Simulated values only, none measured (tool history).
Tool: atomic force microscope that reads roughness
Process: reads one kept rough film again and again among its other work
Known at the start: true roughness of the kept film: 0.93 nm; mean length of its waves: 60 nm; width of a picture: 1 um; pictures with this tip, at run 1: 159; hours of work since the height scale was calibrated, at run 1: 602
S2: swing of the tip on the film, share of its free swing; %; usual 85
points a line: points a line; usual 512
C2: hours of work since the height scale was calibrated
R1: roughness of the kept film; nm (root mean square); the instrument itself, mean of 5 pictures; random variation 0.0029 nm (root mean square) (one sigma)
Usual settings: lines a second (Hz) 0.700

{"run": 1, "day": 0.0, "lines a second (Hz)": 0.7, "S2": 85, "points a line": 512, "pictures with this tip": 159, "C2": 602, "R1": 0.888}
{"run": 2, "day": 0.7, "lines a second (Hz)": 0.7, "S2": 85, "points a line": 512, "pictures with this tip": 190, "C2": 612, "R1": 0.884}
{"day": 1.275, "done": "new tip fitted"}
{"run": 3, "day": 1.775, "lines a second (Hz)": 0.7, "S2": 85, "points a line": 882, "pictures with this tip": 22, "C2": 626, "R1": 0.898}
{"run": 4, "day": 2.633, "lines a second (Hz)": 0.7, "S2": 85, "points a line": 882, "pictures with this tip": 60, "C2": 638, "R1": 0.888}
{"run": 5, "day": 3.379, "lines a second (Hz)": 0.7, "S2": 85, "points a line": 882, "pictures with this tip": 93, "C2": 648, "R1": 0.892}
{"run": 6, "day": 4.217, "lines a second (Hz)": 0.7, "S2": 85, "points a line": 632, "pictures with this tip": 129, "C2": 660, "R1": 0.891}
{"run": 7, "day": 5.15, "lines a second (Hz)": 0.7, "S2": 85, "points a line": 632, "pictures with this tip": 170, "C2": 672, "R1": 0.888}
{"run": 8, "day": 5.842, "lines a second (Hz)": 0.7, "S2": 85, "points a line": 512, "pictures with this tip": 201, "C2": 682, "R1": 0.884}
{"day": 6.158, "done": "new tip fitted"}
{"run": 9, "day": 7.083, "lines a second (Hz)": 0.7, "S2": 85, "points a line": 512, "pictures with this tip": 40, "C2": 699, "R1": 0.891}
{"run": 10, "day": 7.621, "lines a second (Hz)": 0.7, "S2": 85, "points a line": 414, "pictures with this tip": 64, "C2": 706, "R1": 0.892}
{"run": 11, "day": 8.196, "lines a second (Hz)": 0.7, "S2": 85, "points a line": 414, "pictures with this tip": 89, "C2": 714, "R1": 0.89}
{"run": 12, "day": 9.371, "lines a second (Hz)": 0.7, "S2": 85, "points a line": 414, "pictures with this tip": 141, "C2": 730, "R1": 0.886}
{"run": 13, "day": 10.062, "lines a second (Hz)": 0.7, "S2": 85, "points a line": 414, "pictures with this tip": 171, "C2": 740, "R1": 0.885}
{"run": 14, "day": 10.592, "lines a second (Hz)": 0.7, "S2": 85, "points a line": 414, "pictures with this tip": 195, "C2": 747, "R1": 0.887}
{"day": 11.054, "done": "new tip fitted"}
{"run": 15, "day": 11.692, "lines a second (Hz)": 0.7, "S2": 85, "points a line": 512, "pictures with this tip": 28, "C2": 762, "R1": 0.893}
{"run": 16, "day": 12.588, "lines a second (Hz)": 0.7, "S2": 85, "points a line": 512, "pictures with this tip": 67, "C2": 774, "R1": 0.894}
{"run": 17, "day": 13.5, "lines a second (Hz)": 0.7, "S2": 80, "points a line": 512, "pictures with this tip": 107, "C2": 787, "R1": 0.891}
{"run": 18, "day": 14.529, "lines a second (Hz)": 2.464, "S2": 85, "points a line": 512, "pictures with this tip": 153, "C2": 801, "R1": 0.831}
{"run": 19, "day": 15.729, "lines a second (Hz)": 2.464, "S2": 85, "points a line": 512, "pictures with this tip": 205, "C2": 817, "R1": 0.83}
{"day": 16.029, "done": "new tip fitted"}
{"run": 20, "day": 16.271, "lines a second (Hz)": 2.464, "S2": 85, "points a line": 512, "pictures with this tip": 10, "C2": 824, "R1": 0.84}
{"run": 21, "day": 17.258, "lines a second (Hz)": 2.464, "S2": 85, "points a line": 512, "pictures with this tip": 54, "C2": 838, "R1": 0.835}
{"run": 22, "day": 18.125, "lines a second (Hz)": 2.464, "S2": 85, "points a line": 512, "pictures with this tip": 92, "C2": 850, "R1": 0.833}
{"run": 23, "day": 19.267, "lines a second (Hz)": 0.7, "S2": 85, "points a line": 520, "pictures with this tip": 142, "C2": 865, "R1": 0.882}
{"run": 24, "day": 20.571, "lines a second (Hz)": 0.7, "S2": 85, "points a line": 512, "pictures with this tip": 199, "C2": 883, "R1": 0.882}
{"day": 20.975, "done": "new tip fitted"}
{"run": 25, "day": 21.496, "lines a second (Hz)": 0.7, "S2": 85, "points a line": 512, "pictures with this tip": 23, "C2": 896, "R1": 0.892}
{"run": 26, "day": 22.479, "lines a second (Hz)": 0.7, "S2": 81, "points a line": 512, "pictures with this tip": 66, "C2": 909, "R1": 0.892}
{"run": 27, "day": 23.312, "lines a second (Hz)": 0.7, "S2": 83, "points a line": 512, "pictures with this tip": 103, "C2": 921, "R1": 0.89}
{"run": 28, "day": 24.242, "lines a second (Hz)": 0.7, "S2": 83, "points a line": 512, "pictures with this tip": 143, "C2": 933, "R1": 0.891}
{"run": 29, "day": 24.892, "lines a second (Hz)": 0.504, "S2": 85, "points a line": 512, "pictures with this tip": 172, "C2": 942, "R1": 0.888}
{"run": 30, "day": 25.742, "lines a second (Hz)": 0.504, "S2": 85, "points a line": 512, "pictures with this tip": 209, "C2": 954, "R1": 0.89}
{"day": 25.929, "done": "new tip fitted"}
{"run": 31, "day": 26.633, "lines a second (Hz)": 0.642, "S2": 85, "points a line": 512, "pictures with this tip": 31, "C2": 966, "R1": 0.894}
{"day": 26.738, "done": "height scale calibrated on a step standard"}
{"run": 32, "day": 27.492, "lines a second (Hz)": 0.642, "S2": 85, "points a line": 512, "pictures with this tip": 66, "C2": 10, "R1": 0.894}
{"run": 33, "day": 28.408, "lines a second (Hz)": 1.103, "S2": 85, "points a line": 512, "pictures with this tip": 107, "C2": 23, "R1": 0.877}
{"run": 34, "day": 29.5, "lines a second (Hz)": 0.7, "S2": 87, "points a line": 296, "pictures with this tip": 155, "C2": 38, "R1": 0.881}
{"day": 29.662, "done": "height scale calibrated on a step standard, once more"}
{"run": 35, "day": 30.642, "lines a second (Hz)": 0.7, "S2": 87, "points a line": 296, "pictures with this tip": 203, "C2": 13, "R1": 0.889}
{"day": 30.967, "done": "new tip fitted"}
{"run": 36, "day": 31.458, "lines a second (Hz)": 0.7, "S2": 64, "points a line": 296, "pictures with this tip": 22, "C2": 24, "R1": 0.914}
{"run": 37, "day": 32.062, "lines a second (Hz)": 0.7, "S2": 64, "points a line": 296, "pictures with this tip": 48, "C2": 33, "R1": 0.913}

Forecast run 38:
{"run": 38, "day": 33.117, "lines a second (Hz)": 1.547, "S2": 90, "points a line": 733, "pictures with this tip": 95, "C2": 47, "R1": "?"}

Run 38 gave R1 0.855 nm (root mean square).
Without the tool's hidden state the same run would have given R1 0.860 nm (root mean square).
